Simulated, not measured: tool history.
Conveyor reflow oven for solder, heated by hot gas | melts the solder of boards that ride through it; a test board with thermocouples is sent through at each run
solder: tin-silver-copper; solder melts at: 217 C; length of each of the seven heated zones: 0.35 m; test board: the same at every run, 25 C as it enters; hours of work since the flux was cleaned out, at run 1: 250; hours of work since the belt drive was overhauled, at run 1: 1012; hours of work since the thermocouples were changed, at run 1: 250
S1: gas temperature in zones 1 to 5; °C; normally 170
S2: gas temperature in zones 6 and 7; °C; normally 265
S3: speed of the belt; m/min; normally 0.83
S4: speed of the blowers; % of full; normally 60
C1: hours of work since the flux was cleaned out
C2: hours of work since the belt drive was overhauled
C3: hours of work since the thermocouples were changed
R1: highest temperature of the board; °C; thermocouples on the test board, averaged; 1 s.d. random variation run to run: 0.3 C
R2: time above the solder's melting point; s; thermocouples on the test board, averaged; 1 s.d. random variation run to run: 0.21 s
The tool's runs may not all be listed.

run,hour,S1,S2,S3,S4,C1,C2,C3,R1,R2
1,0,170,265,0.83,60,250,1012,250,246.6,35.4
2,70.3,170,265,0.83,60,289,1051,289,246.3,34.6
3,108.9,170,265,0.83,60,310,1072,310,246.4,34.9
4,182.6,170,265,0.83,60,351,1113,351,245.7,34.2
5,222.9,170,265,0.83,60,373,1135,373,246,34.5
6,259.5,170,265,0.83,60,394,1155,394,246.3,33.7
7,298.1,170,265,0.83,60,415,1177,415,245.8,34.1
8,333.1,184,265,0.83,60,434,1196,434,248.1,39.3
# hour 381.8: flux residue cleaned out of gas plates and filters
9,381.8,184,265,0.83,60,0,1220,458,251,41.3
10,438.4,170,265,0.83,60,31,1252,490,248.1,36
11,494.2,170,280,0.83,60,62,1283,521,261.5,42.1
12,535.4,170,280,0.83,60,85,1305,543,261.3,42.3
13,596.6,170,280,0.83,60,119,1339,577,261.8,42.1
# hour 638.8: thermocouples of zones 6 and 7 changed
14,638.8,170,265,0.83,60,141,1361,0,248.8,36.4
15,708,170,265,0.83,77,179,1400,38,252,39.1
16,777.1,163,265,0.931,66,218,1438,76,244.2,28.4
17,825.3,165,274,0.83,60,244,1465,103,255.4,38.4
18,857,181,274,0.676,60,262,1482,121,263.7,57.4
19,900.9,181,274,0.676,60,286,1506,145,263.6,57.4
20,966.6,181,274,0.676,60,322,1543,181,263,56.9
21,1010.9,181,274,0.676,69,347,1567,206,264.8,58.4
22,1080.2,181,256,0.676,79,385,1606,244,248.7,51.1
23,1135.1,158,265,0.893,62,416,1636,275,241.9,27.1
# hour 1172.7: belt drive overhauled, speed set with a stopwatch
24,1198.4,179,278,0.893,59,448,14,307,254.1,36.5
# hour 1223.9: flux residue cleaned out of gas plates and filters
25,1271.2,171,265,0.989,53,26,52,345,239.8,23.5
26,1320.3,169,261,0.677,66,53,79,372,250.4,46.6
27,1378.5,169,255,0.677,86,86,111,404,248,45.8
28,1417.2,161,272,0.677,86,107,133,426,262.8,50.8
29,1470.3,161,272,0.677,86,136,162,455,263,50.3

Predict each of these 3 candidate next runs independently; none follows another, all start after run 29:
A,1540.9,175,265,0.908,60,175,201,494,?,?
B,1540.9,173,279,0.83,79,175,201,494,?,?
C,1540.9,156,261,0.985,86,175,201,494,?,?

run,R1,R2
A,245.2,30.2
B,263.3,42.7
C,241,23.1
With the hidden condition removed and each run's random variation left untouched, the same runs would have given:
run,R1,R2
A,246.9,31.2
B,265.2,43.1
C,243.3,24.5
